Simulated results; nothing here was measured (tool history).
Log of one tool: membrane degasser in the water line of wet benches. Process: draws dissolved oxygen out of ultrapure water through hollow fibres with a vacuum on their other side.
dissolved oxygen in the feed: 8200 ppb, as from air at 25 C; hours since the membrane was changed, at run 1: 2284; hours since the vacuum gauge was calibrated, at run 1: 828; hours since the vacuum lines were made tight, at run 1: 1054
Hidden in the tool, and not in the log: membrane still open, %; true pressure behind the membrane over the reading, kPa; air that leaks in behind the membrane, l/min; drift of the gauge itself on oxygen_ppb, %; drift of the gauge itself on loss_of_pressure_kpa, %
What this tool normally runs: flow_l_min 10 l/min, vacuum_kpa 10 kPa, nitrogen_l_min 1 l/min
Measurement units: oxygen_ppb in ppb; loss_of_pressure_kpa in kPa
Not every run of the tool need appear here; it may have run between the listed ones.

| run | hour | flow_l_min | vacuum_kpa | nitrogen_l_min | hours since the membrane was changed | hours since the vacuum gauge was calibrated | hours since the vacuum lines were made tight | oxygen_ppb | loss_of_pressure_kpa |
|---|---|---|---|---|---|---|---|---|---|
| 1 | 0 | 10 | 10 | 1 | 2284 | 828 | 1054 | 167.5 | 39.09 |
| 2 | 131.4 | 10 | 10 | 1 | 2415 | 960 | 1185 | 170.3 | 38.91 |
| 3 | 221.1 | 10 | 10 | 1 | 2505 | 1050 | 1275 | 169.2 | 39.41 |
| 4 | 300.8 | 10 | 10 | 1 | 2585 | 1129 | 1355 | 169.4 | 39.23 |
| 5 | 397 | 10 | 10 | 1 | 2681 | 1225 | 1451 | 167.7 | 39.39 |
| 6 | 479.9 | 10 | 11.6 | 1 | 2764 | 1308 | 1534 | 205.6 | 38.88 |
| 7 | 592.3 | 10 | 11.6 | 1 | 2876 | 1421 | 1646 | 201.6 | 39.06 |
| 8 | 678.8 | 10 | 23.2 | 1 | 2963 | 1507 | 1733 | 461.9 | 39.3 |
| 9 | 773.5 | 10 | 10 | 0.49 | 3057 | 1602 | 1827 | 306.7 | 39.24 |
| 10 | 909.4 | 10 | 10 | 0.49 | 3193 | 1738 | 1963 | 313.1 | 39 |
| 11 | 1016.5 | 15 | 10 | 1 | 3300 | 1845 | 2070 | 253 | 58.27 |
| 12 | 1097 | 10 | 6.9 | 1 | 3381 | 1925 | 2151 | 97.1 | 39.06 |
| 13 | 1173.9 | 10 | 6.9 | 1 | 3458 | 2002 | 2228 | 97.6 | 38.94 |
| 14 | 1279.3 | 10 | 6.9 | 1 | 3563 | 2108 | 2333 | 94.8 | 38.59 |
| 15 | 1353.1 | 10 | 6.9 | 1 | 3637 | 2182 | 2407 | 98.1 | 38.88 |
| 16 | 1476.7 | 10 | 6.9 | 1 | 3760 | 2305 | 2531 | 97.2 | 38.81 |
| 17 | 1549.8 | 11 | 15.4 | 1 | 3834 | 2378 | 2604 | 315 | 43.11 |
| 18 | 1649.9 | 15 | 15.4 | 1 | 3934 | 2478 | 2704 | 425.3 | 57.66 |

The next listed run, before its measurement:
| 19 | 1756.8 | 10 | 10 | 0.66 | 4041 | 2585 | 2811 | ? | ? |

{"run 19": {"oxygen_ppb": 237.1, "loss_of_pressure_kpa": 38.37}}
The same run, on a tool lacking any hidden state, would have yielded oxygen_ppb 237 ppb, loss_of_pressure_kpa 38.98 kPa.
